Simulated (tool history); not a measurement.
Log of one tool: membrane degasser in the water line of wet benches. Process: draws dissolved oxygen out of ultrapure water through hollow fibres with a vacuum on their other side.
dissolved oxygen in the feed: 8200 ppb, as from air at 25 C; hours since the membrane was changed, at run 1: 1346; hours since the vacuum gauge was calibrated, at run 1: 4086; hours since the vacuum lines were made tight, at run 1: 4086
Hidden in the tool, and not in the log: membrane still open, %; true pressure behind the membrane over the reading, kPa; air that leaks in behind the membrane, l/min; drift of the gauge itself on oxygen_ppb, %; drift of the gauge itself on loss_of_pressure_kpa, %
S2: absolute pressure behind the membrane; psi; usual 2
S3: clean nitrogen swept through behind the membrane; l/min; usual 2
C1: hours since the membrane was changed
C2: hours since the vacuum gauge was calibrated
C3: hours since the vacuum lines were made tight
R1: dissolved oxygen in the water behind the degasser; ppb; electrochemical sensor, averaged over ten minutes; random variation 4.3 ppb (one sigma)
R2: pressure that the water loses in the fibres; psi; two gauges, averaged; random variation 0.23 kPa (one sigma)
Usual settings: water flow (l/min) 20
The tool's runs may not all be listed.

{"run": 1, "hour": 0.0, "water flow (l/min)": 20, "S2": 2, "S3": 2, "C1": 1346, "C2": 4086, "C3": 4086, "R1": 427.4, "R2": 8.298}
{"run": 2, "hour": 200.5, "water flow (l/min)": 20, "S2": 2, "S3": 2, "C1": 1547, "C2": 4286, "C3": 4286, "R1": 432.8, "R2": 8.295}
{"run": 3, "hour": 378.3, "water flow (l/min)": 20, "S2": 2, "S3": 2, "C1": 1725, "C2": 4464, "C3": 4464, "R1": 422, "R2": 8.344}
{"run": 4, "hour": 522.7, "water flow (l/min)": 20, "S2": 2, "S3": 2, "C1": 1869, "C2": 4608, "C3": 4608, "R1": 431.7, "R2": 8.359}
{"run": 5, "hour": 655.7, "water flow (l/min)": 20, "S2": 2, "S3": 4.02, "C1": 2002, "C2": 4741, "C3": 4741, "R1": 316.3, "R2": 8.258}
{"run": 6, "hour": 885.7, "water flow (l/min)": 20, "S2": 2, "S3": 4.02, "C1": 2232, "C2": 4971, "C3": 4971, "R1": 316.6, "R2": 8.37}
{"run": 7, "hour": 1023.0, "water flow (l/min)": 20, "S2": 2, "S3": 2, "C1": 2369, "C2": 5109, "C3": 5109, "R1": 428.1, "R2": 8.351}

Forecast run 8:
{"run": 8, "hour": 1166.9, "water flow (l/min)": 30, "S2": 2, "S3": 1.13, "C1": 2513, "C2": 5253, "C3": 5253, "R1": "?", "R2": "?"}

R1: 994.5 ppb
R2: 12.515 psi
Without the tool's hidden state the same run would have given R1 993.7 ppb, R2 12.453 psi.
